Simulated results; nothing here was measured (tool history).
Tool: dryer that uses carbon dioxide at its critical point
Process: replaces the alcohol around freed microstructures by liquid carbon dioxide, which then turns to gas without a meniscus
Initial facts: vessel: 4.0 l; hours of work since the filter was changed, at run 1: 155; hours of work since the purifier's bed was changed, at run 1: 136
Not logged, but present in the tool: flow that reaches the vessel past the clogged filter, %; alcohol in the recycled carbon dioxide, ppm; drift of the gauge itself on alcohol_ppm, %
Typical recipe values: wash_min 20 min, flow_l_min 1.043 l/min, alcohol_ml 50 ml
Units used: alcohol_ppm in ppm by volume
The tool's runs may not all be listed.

| run | day | wash_min | flow_l_min | alcohol_ml | hours of work since the filter was changed | hours of work since the purifier's bed was changed | alcohol_ppm |
|---|---|---|---|---|---|---|---|
| 1 | 0 | 20 | 1.043 | 50 | 155 | 136 | 133 |
| 2 | 0.442 | 20 | 1.043 | 27 | 161 | 142 | 79 |
| 3 | 0.896 | 20 | 1.043 | 67 | 167 | 148 | 189 |
| 4 | 1.146 | 20 | 1.043 | 109 | 170 | 152 | 290 |
| 5 | 1.462 | 20 | 1.043 | 109 | 174 | 156 | 296 |
| 6 | 1.838 | 20 | 0.93 | 50 | 179 | 161 | 238 |
| 7 | 2.279 | 20 | 1.043 | 50 | 185 | 167 | 149 |
| 8 | 2.817 | 20 | 1.043 | 50 | 193 | 174 | 153 |
| 9 | 3.346 | 20 | 1.043 | 50 | 200 | 181 | 159 |
| 10 | 3.912 | 20 | 1.043 | 50 | 207 | 188 | 152 |
| 11 | 4.296 | 20 | 1.043 | 50 | 212 | 194 | 162 |
| 12 | 4.646 | 22 | 1.043 | 50 | 217 | 198 | 122 |
| 13 | 5.096 | 22 | 1.043 | 50 | 223 | 204 | 117 |
| 14 | 5.417 | 20 | 1.043 | 50 | 227 | 209 | 157 |
| 15 | 5.825 | 20 | 1.043 | 101 | 233 | 214 | 313 |
| 16 | 6.162 | 20 | 1.043 | 50 | 237 | 219 | 162 |
| 17 | 6.571 | 20 | 1.043 | 50 | 243 | 224 | 173 |
| 18 | 6.833 | 20 | 1.043 | 50 | 246 | 227 | 177 |
| 19 | 7.133 | 20 | 0.75 | 50 | 250 | 231 | 568 |
| 20 | 7.458 | 28 | 0.75 | 50 | 255 | 236 | 185 |
| 21 | 8.012 | 31 | 0.75 | 56 | 262 | 243 | 146 |
| 22 | 8.4 | 31 | 0.75 | 56 | 267 | 248 | 152 |
| 23 | 8.8 | 31 | 0.75 | 56 | 272 | 254 | 152 |
| 24 | 9.271 | 13 | 0.68 | 41 | 279 | 260 | 1714 |
|  | 9.667 | inlet filter changed |
| 25 | 9.846 | 13 | 0.68 | 41 | 2 | 267 | 1324 |
| 26 | 10.325 | 13 | 0.68 | 41 | 9 | 274 | 1302 |
| 27 | 10.617 | 18 | 1.12 | 41 | 13 | 277 | 109 |
| 28 | 10.925 | 32 | 1.3 | 41 | 17 | 282 | 21 |
| 29 | 11.158 | 26 | 1.54 | 44 | 20 | 285 | 43 |
| 30 | 11.412 | 26 | 1.54 | 44 | 23 | 288 | 31 |
| 31 | 11.746 | 31 | 1.54 | 26 | 28 | 293 | 33 |

The logged runs with the hidden state left out (each run's random variation unchanged):
| run | alcohol_ppm |
|---|---|
| 1 | 80 |
| 2 | 43 |
| 3 | 116 |
| 4 | 181 |
| 5 | 182 |
| 6 | 148 |
| 7 | 83 |
| 8 | 84 |
| 9 | 88 |
| 10 | 79 |
| 11 | 85 |
| 12 | 62 |
| 13 | 55 |
| 14 | 75 |
| 15 | 163 |
| 16 | 77 |
| 17 | 84 |
| 18 | 86 |
| 19 | 343 |
| 20 | 86 |
| 21 | 62 |
| 22 | 65 |
| 23 | 63 |
| 24 | 1260 |
| 25 | 1292 |
| 26 | 1262 |
| 27 | 80 |
| 28 | 0 |
| 29 | 15 |
| 30 | 3 |
| 31 | 6 |

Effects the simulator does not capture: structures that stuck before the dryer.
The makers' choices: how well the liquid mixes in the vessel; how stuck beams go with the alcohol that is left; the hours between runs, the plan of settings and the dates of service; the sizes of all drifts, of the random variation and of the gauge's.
